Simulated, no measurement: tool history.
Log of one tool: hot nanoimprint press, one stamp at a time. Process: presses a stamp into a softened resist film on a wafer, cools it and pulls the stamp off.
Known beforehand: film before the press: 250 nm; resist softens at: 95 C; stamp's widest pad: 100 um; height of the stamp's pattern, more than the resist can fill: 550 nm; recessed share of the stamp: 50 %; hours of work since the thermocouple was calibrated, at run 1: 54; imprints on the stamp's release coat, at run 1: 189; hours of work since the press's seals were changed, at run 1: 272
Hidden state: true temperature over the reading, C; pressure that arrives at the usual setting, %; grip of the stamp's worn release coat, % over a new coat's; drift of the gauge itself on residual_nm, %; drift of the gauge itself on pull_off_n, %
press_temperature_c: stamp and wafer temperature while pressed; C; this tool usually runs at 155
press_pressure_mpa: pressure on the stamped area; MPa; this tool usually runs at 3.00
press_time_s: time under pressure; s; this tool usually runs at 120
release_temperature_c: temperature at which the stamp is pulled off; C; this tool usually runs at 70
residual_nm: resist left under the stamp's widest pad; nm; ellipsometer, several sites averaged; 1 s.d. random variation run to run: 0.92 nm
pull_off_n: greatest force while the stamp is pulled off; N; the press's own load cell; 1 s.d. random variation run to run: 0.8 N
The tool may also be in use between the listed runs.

run,hour,press_temperature_c,press_pressure_mpa,press_time_s,release_temperature_c,hours of work since the thermocouple was calibrated,imprints on the stamp's release coat,hours of work since the press's seals were changed,residual_nm,pull_off_n
1,0.0,155,3.00,120,70,54,189,272,139.8,127.1
2,6.0,155,3.00,120,70,58,206,276,139.4,125.9
3,18.7,155,3.00,120,70,66,240,284,138.7,125.8
4,28.9,155,3.22,120,70,72,268,290,136.0,125.8
5,34.5,155,3.22,120,70,75,284,293,134.2,126.2
6,47.4,155,3.22,120,70,83,319,301,135.4,127.3
7,56.2,153,3.22,120,70,88,343,307,147.4,130.1
8,69.3,155,3.00,120,70,96,379,315,140.6,126.6
9,81.8,155,3.00,120,70,104,413,322,140.6,127.1
10,88.9,155,3.00,120,70,108,432,326,141.9,129.5
11,102.4,145,3.00,120,70,117,469,335,202.4,130.4
12,109.2,155,3.00,120,70,121,488,339,139.7,129.1
13,115.8,153,3.00,120,70,125,506,343,153.6,130.1
14,121.8,155,3.00,120,59,128,522,347,140.2,149.9
15,134.2,155,3.00,120,75,136,556,354,140.5,122.1
16,140.0,155,3.00,120,75,139,572,358,141.5,122.0
17,153.9,155,4.05,120,70,148,610,366,124.2,132.6
18,159.7,155,4.05,102,63,151,626,370,129.9,146.3
# hour 163.8: plate thermocouple calibrated
19,171.8,155,4.05,102,63,5,651,375,132.4,146.0
20,178.0,157,3.00,74,56,9,668,379,152.6,158.0
# hour 192.8: plate thermocouple calibrated, once more
21,194.3,155,3.71,120,76,1,704,387,126.9,120.7
22,202.0,161,3.00,120,70,6,725,392,107.2,134.5
23,213.5,145,2.05,129,70,13,756,399,214.7,133.1
24,225.5,146,3.90,129,70,20,789,406,176.8,133.2
25,235.3,146,3.90,129,70,26,816,412,177.1,131.7
26,248.2,155,3.30,158,72,34,851,420,123.1,131.2
# hour 259.9: stamp cleaned and given a new release coat
27,259.9,155,3.23,96,72,37,0,423,147.0,120.7
28,269.9,152,3.62,67,63,43,27,429,171.9,134.8
29,280.2,152,3.23,67,71,50,55,436,179.9,121.5

The logged runs with the hidden state left out (each run's random variation unchanged):
run,residual_nm,pull_off_n
1,136.9,124.3
2,136.4,123.0
3,135.4,122.4
4,132.4,122.0
5,130.5,122.2
6,131.4,122.7
7,143.0,125.1
8,136.2,121.2
9,136.1,121.3
10,137.1,123.3
11,197.8,123.6
12,134.6,122.2
13,148.2,122.9
14,134.9,141.5
15,134.9,114.6
16,135.8,114.3
17,117.8,123.9
18,123.3,136.5
19,123.0,135.1
20,143.6,146.1
21,122.7,112.3
22,103.9,124.9
23,212.1,123.2
24,171.5,122.8
25,171.5,121.1
26,118.2,120.1
27,141.8,119.9
28,166.1,133.6
29,174.3,119.9

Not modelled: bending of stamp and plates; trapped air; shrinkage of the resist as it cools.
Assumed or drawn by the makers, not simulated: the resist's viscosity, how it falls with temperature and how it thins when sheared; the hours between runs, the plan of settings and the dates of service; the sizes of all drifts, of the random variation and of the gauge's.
